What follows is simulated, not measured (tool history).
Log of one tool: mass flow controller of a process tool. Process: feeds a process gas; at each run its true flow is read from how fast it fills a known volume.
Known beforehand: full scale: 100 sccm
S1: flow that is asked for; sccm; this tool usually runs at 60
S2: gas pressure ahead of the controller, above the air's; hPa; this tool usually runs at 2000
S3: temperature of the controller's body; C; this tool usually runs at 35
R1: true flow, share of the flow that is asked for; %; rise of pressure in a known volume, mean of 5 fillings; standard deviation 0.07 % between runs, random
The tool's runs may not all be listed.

{"run": 1, "hour": 0.0, "S1": 60, "S2": 2000, "S3": 35, "R1": 97.78}
{"run": 2, "hour": 56.9, "S1": 60, "S2": 2000, "S3": 35, "R1": 97.78}
{"run": 3, "hour": 97.4, "S1": 60, "S2": 2000, "S3": 35, "R1": 97.77}
{"run": 4, "hour": 129.8, "S1": 60, "S2": 1880, "S3": 35, "R1": 97.88}
{"run": 5, "hour": 174.1, "S1": 60, "S2": 1830, "S3": 35, "R1": 98.02}
{"run": 6, "hour": 215.3, "S1": 60, "S2": 1470, "S3": 35, "R1": 98.1}
{"run": 7, "hour": 280.0, "S1": 60, "S2": 2000, "S3": 35, "R1": 97.89}
{"run": 8, "hour": 347.8, "S1": 60, "S2": 2000, "S3": 35, "R1": 97.85}
{"run": 9, "hour": 412.7, "S1": 60, "S2": 2000, "S3": 35, "R1": 97.73}
{"run": 10, "hour": 471.2, "S1": 12, "S2": 2000, "S3": 35, "R1": 96.33}
{"run": 11, "hour": 533.7, "S1": 12, "S2": 2000, "S3": 35, "R1": 96.41}
{"run": 12, "hour": 597.7, "S1": 60, "S2": 2270, "S3": 35, "R1": 97.63}
{"run": 13, "hour": 636.0, "S1": 60, "S2": 2270, "S3": 35, "R1": 97.66}
{"run": 14, "hour": 674.2, "S1": 60, "S2": 2270, "S3": 35, "R1": 97.64}
{"run": 15, "hour": 717.5, "S1": 40, "S2": 2000, "S3": 35, "R1": 97.17}
{"run": 16, "hour": 781.4, "S1": 60, "S2": 2000, "S3": 35, "R1": 97.81}
{"run": 17, "hour": 833.9, "S1": 60, "S2": 2000, "S3": 35, "R1": 97.65}
{"run": 18, "hour": 868.1, "S1": 60, "S2": 2000, "S3": 35, "R1": 97.85}
{"run": 19, "hour": 916.6, "S1": 60, "S2": 2000, "S3": 35, "R1": 97.64}
{"hour": 921.4, "done": "controller's zero set anew"}
{"run": 20, "hour": 972.6, "S1": 60, "S2": 2000, "S3": 35, "R1": 97.71}
{"run": 21, "hour": 1044.5, "S1": 60, "S2": 1480, "S3": 35, "R1": 98.23}
{"run": 22, "hour": 1084.0, "S1": 60, "S2": 1480, "S3": 35, "R1": 98.2}
{"run": 23, "hour": 1128.8, "S1": 60, "S2": 1480, "S3": 35, "R1": 98.08}
{"hour": 1172.3, "done": "controller's zero set anew, once more"}
{"run": 24, "hour": 1203.7, "S1": 60, "S2": 1480, "S3": 35, "R1": 98.08}
{"run": 25, "hour": 1265.8, "S1": 60, "S2": 1480, "S3": 35, "R1": 98.08}
{"run": 26, "hour": 1317.2, "S1": 60, "S2": 1480, "S3": 35, "R1": 98.03}
{"run": 27, "hour": 1385.4, "S1": 60, "S2": 1480, "S3": 35, "R1": 97.98}
{"run": 28, "hour": 1430.9, "S1": 60, "S2": 2380, "S3": 35, "R1": 97.56}
{"run": 29, "hour": 1477.4, "S1": 32, "S2": 2710, "S3": 23, "R1": 97.18}
{"run": 30, "hour": 1520.2, "S1": 32, "S2": 2710, "S3": 23, "R1": 97.32}
{"run": 31, "hour": 1568.7, "S1": 32, "S2": 2710, "S3": 23, "R1": 97.24}
{"run": 32, "hour": 1617.3, "S1": 32, "S2": 2710, "S3": 21, "R1": 97.29}
{"run": 33, "hour": 1692.4, "S1": 16, "S2": 1950, "S3": 20, "R1": 97.61}
{"run": 34, "hour": 1749.0, "S1": 16, "S2": 2410, "S3": 20, "R1": 97.33}
{"run": 35, "hour": 1779.6, "S1": 16, "S2": 2410, "S3": 20, "R1": 97.39}
{"run": 36, "hour": 1839.1, "S1": 28, "S2": 2110, "S3": 35, "R1": 96.67}
{"run": 37, "hour": 1869.4, "S1": 17, "S2": 2110, "S3": 35, "R1": 96.55}
{"run": 38, "hour": 1925.7, "S1": 17, "S2": 2110, "S3": 35, "R1": 96.53}
{"run": 39, "hour": 1956.3, "S1": 73, "S2": 1630, "S3": 35, "R1": 98.29}
{"run": 40, "hour": 2000.9, "S1": 73, "S2": 1630, "S3": 35, "R1": 98.28}
{"run": 41, "hour": 2039.1, "S1": 16, "S2": 2290, "S3": 22, "R1": 97.36}
{"run": 42, "hour": 2070.0, "S1": 16, "S2": 2290, "S3": 22, "R1": 97.32}
{"run": 43, "hour": 2116.0, "S1": 13, "S2": 1520, "S3": 22, "R1": 97.82}
{"run": 44, "hour": 2169.9, "S1": 14, "S2": 2700, "S3": 35, "R1": 96.28}
{"run": 45, "hour": 2235.6, "S1": 14, "S2": 2700, "S3": 35, "R1": 96.28}
{"run": 46, "hour": 2306.9, "S1": 30, "S2": 2120, "S3": 37, "R1": 96.61}
{"run": 47, "hour": 2351.4, "S1": 17, "S2": 2510, "S3": 39, "R1": 96.14}
{"run": 48, "hour": 2394.8, "S1": 17, "S2": 2510, "S3": 39, "R1": 96.26}

Each row is a separate what-if for the run after 48, all from the same tool condition, not one after another. Results?
{"run": "A", "hour": 2446.6, "S1": 51, "S2": 2440, "S3": 32, "R1": "?"}
{"run": "B", "hour": 2446.6, "S1": 76, "S2": 2000, "S3": 22, "R1": "?"}
{"run": "C", "hour": 2446.6, "S1": 35, "S2": 2590, "S3": 35, "R1": "?"}

run=A R1=97.29
run=B R1=98.97
run=C R1=96.43
Without the tool's hidden state the same runs would have given:
run=A R1=97.58
run=B R1=99.34
run=C R1=96.6
